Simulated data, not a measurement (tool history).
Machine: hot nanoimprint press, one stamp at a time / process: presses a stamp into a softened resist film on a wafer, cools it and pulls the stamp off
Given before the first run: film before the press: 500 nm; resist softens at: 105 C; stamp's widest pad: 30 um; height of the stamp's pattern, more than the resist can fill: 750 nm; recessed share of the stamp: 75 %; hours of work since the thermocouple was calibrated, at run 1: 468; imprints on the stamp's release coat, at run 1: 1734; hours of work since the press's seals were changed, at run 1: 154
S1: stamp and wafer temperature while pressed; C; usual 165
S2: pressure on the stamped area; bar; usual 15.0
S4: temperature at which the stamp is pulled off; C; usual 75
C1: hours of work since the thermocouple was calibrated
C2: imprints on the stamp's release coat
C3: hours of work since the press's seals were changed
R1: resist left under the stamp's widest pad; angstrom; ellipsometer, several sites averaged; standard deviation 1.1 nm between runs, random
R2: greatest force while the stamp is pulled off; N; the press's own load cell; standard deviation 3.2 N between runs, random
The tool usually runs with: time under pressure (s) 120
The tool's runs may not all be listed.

{"run": 1, "hour": 0.0, "S1": 165, "S2": 15.0, "time under pressure (s)": 120, "S4": 75, "C1": 468, "C2": 1734, "C3": 154, "R1": 1919, "R2": 232}
{"run": 2, "hour": 11.5, "S1": 165, "S2": 15.0, "time under pressure (s)": 120, "S4": 75, "C1": 476, "C2": 1786, "C3": 163, "R1": 1915, "R2": 233}
{"run": 3, "hour": 22.2, "S1": 165, "S2": 15.0, "time under pressure (s)": 120, "S4": 75, "C1": 484, "C2": 1833, "C3": 171, "R1": 1878, "R2": 236}
{"run": 4, "hour": 34.1, "S1": 165, "S2": 15.0, "time under pressure (s)": 120, "S4": 75, "C1": 493, "C2": 1886, "C3": 180, "R1": 1894, "R2": 239}
{"run": 5, "hour": 43.7, "S1": 165, "S2": 15.0, "time under pressure (s)": 120, "S4": 75, "C1": 500, "C2": 1929, "C3": 187, "R1": 1894, "R2": 245}
{"run": 6, "hour": 55.1, "S1": 165, "S2": 15.0, "time under pressure (s)": 120, "S4": 75, "C1": 509, "C2": 1979, "C3": 196, "R1": 1883, "R2": 241}
{"run": 7, "hour": 63.4, "S1": 165, "S2": 15.0, "time under pressure (s)": 120, "S4": 75, "C1": 515, "C2": 2016, "C3": 202, "R1": 1891, "R2": 237}
{"run": 8, "hour": 72.2, "S1": 165, "S2": 15.0, "time under pressure (s)": 120, "S4": 75, "C1": 522, "C2": 2055, "C3": 209, "R1": 1888, "R2": 239}
{"run": 9, "hour": 78.8, "S1": 165, "S2": 17.5, "time under pressure (s)": 120, "S4": 75, "C1": 527, "C2": 2085, "C3": 214, "R1": 1756, "R2": 244}
{"run": 10, "hour": 86.7, "S1": 165, "S2": 17.5, "time under pressure (s)": 120, "S4": 75, "C1": 533, "C2": 2120, "C3": 220, "R1": 1763, "R2": 246}
{"run": 11, "hour": 97.6, "S1": 165, "S2": 17.5, "time under pressure (s)": 120, "S4": 75, "C1": 541, "C2": 2169, "C3": 228, "R1": 1766, "R2": 258}
{"run": 12, "hour": 105.4, "S1": 165, "S2": 15.0, "time under pressure (s)": 120, "S4": 75, "C1": 547, "C2": 2203, "C3": 234, "R1": 1884, "R2": 252}
{"hour": 120.5, "done": "stamp cleaned and given a new release coat"}
{"run": 13, "hour": 123.6, "S1": 165, "S2": 15.0, "time under pressure (s)": 120, "S4": 75, "C1": 556, "C2": 15, "C3": 243, "R1": 1874, "R2": 147}
{"run": 14, "hour": 134.1, "S1": 165, "S2": 15.0, "time under pressure (s)": 120, "S4": 73, "C1": 564, "C2": 61, "C3": 251, "R1": 1870, "R2": 147}
{"run": 15, "hour": 144.7, "S1": 165, "S2": 15.0, "time under pressure (s)": 120, "S4": 75, "C1": 572, "C2": 108, "C3": 259, "R1": 1867, "R2": 148}
{"run": 16, "hour": 153.8, "S1": 174, "S2": 17.9, "time under pressure (s)": 134, "S4": 61, "C1": 579, "C2": 149, "C3": 266, "R1": 1165, "R2": 174}
{"run": 17, "hour": 159.4, "S1": 174, "S2": 14.9, "time under pressure (s)": 134, "S4": 72, "C1": 583, "C2": 174, "C3": 270, "R1": 1260, "R2": 163}
{"run": 18, "hour": 165.3, "S1": 166, "S2": 19.1, "time under pressure (s)": 120, "S4": 75, "C1": 588, "C2": 200, "C3": 275, "R1": 1609, "R2": 157}
{"hour": 169.3, "done": "plate thermocouple calibrated"}
{"run": 19, "hour": 174.7, "S1": 171, "S2": 22.0, "time under pressure (s)": 120, "S4": 65, "C1": 4, "C2": 229, "C3": 279, "R1": 1378, "R2": 168}
{"run": 20, "hour": 180.0, "S1": 171, "S2": 10.6, "time under pressure (s)": 172, "S4": 62, "C1": 8, "C2": 252, "C3": 283, "R1": 1635, "R2": 172}
{"run": 21, "hour": 191.8, "S1": 155, "S2": 16.4, "time under pressure (s)": 120, "S4": 72, "C1": 17, "C2": 305, "C3": 292, "R1": 2910, "R2": 166}
{"run": 22, "hour": 197.4, "S1": 155, "S2": 16.4, "time under pressure (s)": 120, "S4": 72, "C1": 21, "C2": 329, "C3": 296, "R1": 2913, "R2": 162}
{"run": 23, "hour": 205.1, "S1": 155, "S2": 16.4, "time under pressure (s)": 120, "S4": 72, "C1": 27, "C2": 364, "C3": 302, "R1": 2920, "R2": 175}
{"run": 24, "hour": 216.4, "S1": 175, "S2": 23.5, "time under pressure (s)": 165, "S4": 60, "C1": 36, "C2": 414, "C3": 311, "R1": 979, "R2": 193}
{"run": 25, "hour": 223.6, "S1": 175, "S2": 23.5, "time under pressure (s)": 165, "S4": 60, "C1": 41, "C2": 446, "C3": 316, "R1": 967, "R2": 185}
{"run": 26, "hour": 234.7, "S1": 175, "S2": 10.9, "time under pressure (s)": 165, "S4": 64, "C1": 49, "C2": 495, "C3": 325, "R1": 1430, "R2": 188}
{"run": 27, "hour": 245.0, "S1": 169, "S2": 10.4, "time under pressure (s)": 70, "S4": 83, "C1": 57, "C2": 541, "C3": 332, "R1": 2566, "R2": 167}
{"run": 28, "hour": 254.8, "S1": 169, "S2": 20.7, "time under pressure (s)": 70, "S4": 83, "C1": 64, "C2": 585, "C3": 340, "R1": 1894, "R2": 167}
{"run": 29, "hour": 265.5, "S1": 157, "S2": 20.7, "time under pressure (s)": 98, "S4": 82, "C1": 73, "C2": 632, "C3": 348, "R1": 2617, "R2": 163}

Pick out some run-to-run changes in R1. Of each, how much would a tool without hidden state show as well, from the settings, what came in and chance, and how much is left for the hidden state and any gauge scatter not in both results compared?
The tool's hidden condition here consists of: true temperature over the reading, C; pressure that arrives at the usual setting, %; grip of the stamp's worn release coat, % over a new coat's; drift of the gauge itself on residual_nm, %; drift of the gauge itself on pull_off_n, %.
Run 15 -> 16: S1 165 -> 174, S2 15.0 -> 17.9, time under pressure (s) 120 -> 134, S4 75 -> 61. R1 -702 angstrom: hidden state +76, all else -778.
Run 18 -> 19: S1 166 -> 171, S2 19.1 -> 22.0, S4 75 -> 65, plate thermocouple calibrated. R1 -231 angstrom: hidden state +182, all else -413.
Run 20 -> 21: S1 171 -> 155, S2 10.6 -> 16.4, time under pressure (s) 172 -> 120, S4 62 -> 72. R1 +1275 angstrom: hidden state -1, all else +1276.
Run 23 -> 24: S1 155 -> 175, S2 16.4 -> 23.5, time under pressure (s) 120 -> 165, S4 72 -> 60. R1 -1941 angstrom: hidden state +5, all else -1946.
